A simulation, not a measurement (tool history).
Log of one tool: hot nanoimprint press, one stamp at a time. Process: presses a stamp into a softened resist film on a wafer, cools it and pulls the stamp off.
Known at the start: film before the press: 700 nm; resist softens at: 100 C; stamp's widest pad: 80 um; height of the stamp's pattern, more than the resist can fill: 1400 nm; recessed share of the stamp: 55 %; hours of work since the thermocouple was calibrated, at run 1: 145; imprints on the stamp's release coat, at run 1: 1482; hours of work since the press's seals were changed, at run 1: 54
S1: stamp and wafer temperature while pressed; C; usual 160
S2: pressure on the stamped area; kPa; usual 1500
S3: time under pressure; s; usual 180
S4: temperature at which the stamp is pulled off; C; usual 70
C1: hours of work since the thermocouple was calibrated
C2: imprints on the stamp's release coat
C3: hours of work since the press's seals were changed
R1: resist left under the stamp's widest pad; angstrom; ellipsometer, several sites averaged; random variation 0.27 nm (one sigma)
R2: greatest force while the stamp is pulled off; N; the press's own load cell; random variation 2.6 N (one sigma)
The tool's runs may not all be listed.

Run 1, hour 0.0: usual settings; C1 145; C2 1482; C3 54. Result: R1 3004 angstrom, R2 163 N.
Run 2, hour 13.0: usual settings; C1 154; C2 1518; C3 64. Result: R1 2996 angstrom, R2 163 N.
Run 3, hour 24.0: usual settings but S3 96 s; C1 162; C2 1548; C3 72. Result: R1 3758 angstrom, R2 168 N.
Run 4, hour 31.7: usual settings but S3 247 s; C1 167; C2 1569; C3 77. Result: R1 2654 angstrom, R2 163 N.
Run 5, hour 42.4: usual settings but S1 155 C; C1 175; C2 1598; C3 85. Result: R1 3821 angstrom, R2 160 N.
Run 6, hour 51.9: usual settings but S1 155 C; C1 182; C2 1624; C3 92. Result: R1 3827 angstrom, R2 161 N.
Run 7, hour 63.2: usual settings but S1 148 C; C1 190; C2 1655; C3 100. Result: R1 5167 angstrom, R2 164 N.
Run 8, hour 75.3: usual settings but S4 78 C; C1 199; C2 1689; C3 109. Result: R1 2990 angstrom, R2 135 N.
Run 9, hour 86.9: usual settings but S4 78 C; C1 207; C2 1721; C3 117. Result: R1 2983 angstrom, R2 133 N.
Run 10, hour 94.1: usual settings; C1 212; C2 1740; C3 122. Result: R1 2984 angstrom, R2 163 N.
Run 11, hour 106.1: usual settings; C1 221; C2 1774; C3 131. Result: R1 2977 angstrom, R2 169 N.
Run 12, hour 117.5: usual settings; C1 229; C2 1805; C3 139. Result: R1 2977 angstrom, R2 166 N.
Run 13, hour 127.2: usual settings; C1 236; C2 1831; C3 146. Result: R1 2976 angstrom, R2 157 N.
Run 14, hour 139.2: usual settings; C1 245; C2 1864; C3 155. Result: R1 2968 angstrom, R2 166 N.
Run 15, hour 145.8: usual settings; C1 250; C2 1883; C3 160. Result: R1 2970 angstrom, R2 160 N.
Run 16, hour 152.4: usual settings but S1 149 C, S2 2140 kPa, S3 126 s, S4 73 C; C1 255; C2 1901; C3 164. Result: R1 4820 angstrom, R2 155 N.
Run 17, hour 158.4: usual settings but S1 149 C, S2 1790 kPa, S3 126 s, S4 72 C; C1 259; C2 1917; C3 169. Result: R1 5081 angstrom, R2 158 N.
Run 18, hour 167.9: usual settings but S1 163 C, S2 1790 kPa, S3 190 s, S4 72 C; C1 266; C2 1943; C3 176. Result: R1 2289 angstrom, R2 154 N.
Run 19, hour 181.0: usual settings but S1 163 C, S2 1790 kPa, S3 190 s, S4 72 C; C1 275; C2 1979; C3 185. Result: R1 2286 angstrom, R2 157 N.
Run 20, hour 191.9: usual settings but S1 158 C, S4 68 C; C1 283; C2 2009; C3 193. Result: R1 3269 angstrom, R2 168 N.
Run 21, hour 202.0: usual settings but S1 166 C, S2 1110 kPa, S3 158 s, S4 69 C; C1 291; C2 2037; C3 200. Result: R1 2702 angstrom, R2 171 N.
At hour 212.6: plate thermocouple calibrated.
Run 22, hour 214.4: usual settings but S1 166 C, S2 1110 kPa, S3 158 s, S4 57 C; C1 1; C2 2063; C3 207. Result: R1 2701 angstrom, R2 210 N.
Run 23, hour 223.5: usual settings but S1 151 C, S2 1600 kPa, S3 91 s, S4 59 C; C1 8; C2 2088; C3 214. Result: R1 5220 angstrom, R2 202 N.
Run 24, hour 230.8: usual settings but S1 151 C, S2 1600 kPa, S3 91 s, S4 59 C; C1 13; C2 2108; C3 219. Result: R1 5213 angstrom, R2 194 N.
Run 25, hour 239.4: usual settings but S1 151 C, S2 1600 kPa, S3 91 s, S4 59 C; C1 19; C2 2132; C3 225. Result: R1 5221 angstrom, R2 200 N.
Run 26, hour 245.6: usual settings but S1 151 C, S2 1600 kPa, S3 91 s, S4 59 C; C1 24; C2 2149; C3 230. Result: R1 5210 angstrom, R2 204 N.
Run 27, hour 251.7: usual settings but S1 155 C, S2 1600 kPa, S3 100 s, S4 59 C; C1 28; C2 2165; C3 234. Result: R1 4402 angstrom, R2 204 N.
At hour 259.8: gauge calibrated.
Run 28, hour 263.6: usual settings but S1 155 C, S2 1600 kPa, S3 100 s, S4 59 C; C1 37; C2 2198; C3 243. Result: R1 4484 angstrom, R2 207 N.
Run 29, hour 271.2: usual settings but S1 155 C, S3 98 s; C1 42; C2 2219; C3 248. Result: R1 4600 angstrom, R2 165 N.

Some steps in R1 between neighbouring runs. How much of each would the tool show without its hidden state too (settings, what came in, random variation), and how much is left for the hidden state, with any gauge scatter that isn't in both results?
The hidden state here: true temperature over the reading, C; pressure that arrives at the usual setting, %; grip of the stamp's worn release coat, % over a new coat's; drift of the gauge itself on residual_nm, %; drift of the gauge itself on pull_off_n, %.
Run 17 -> 18: S1 149 -> 163, S3 126 -> 190. R1 -2792 angstrom: hidden state +33, all else -2825.
Run 22 -> 23: S1 166 -> 151, S2 1110 -> 1600, S3 158 -> 91, S4 57 -> 59. R1 +2519 angstrom: hidden state -47, all else +2566.
Run 27 -> 28: gauge calibrated. R1 +82 angstrom: hidden state +87, all else -5.
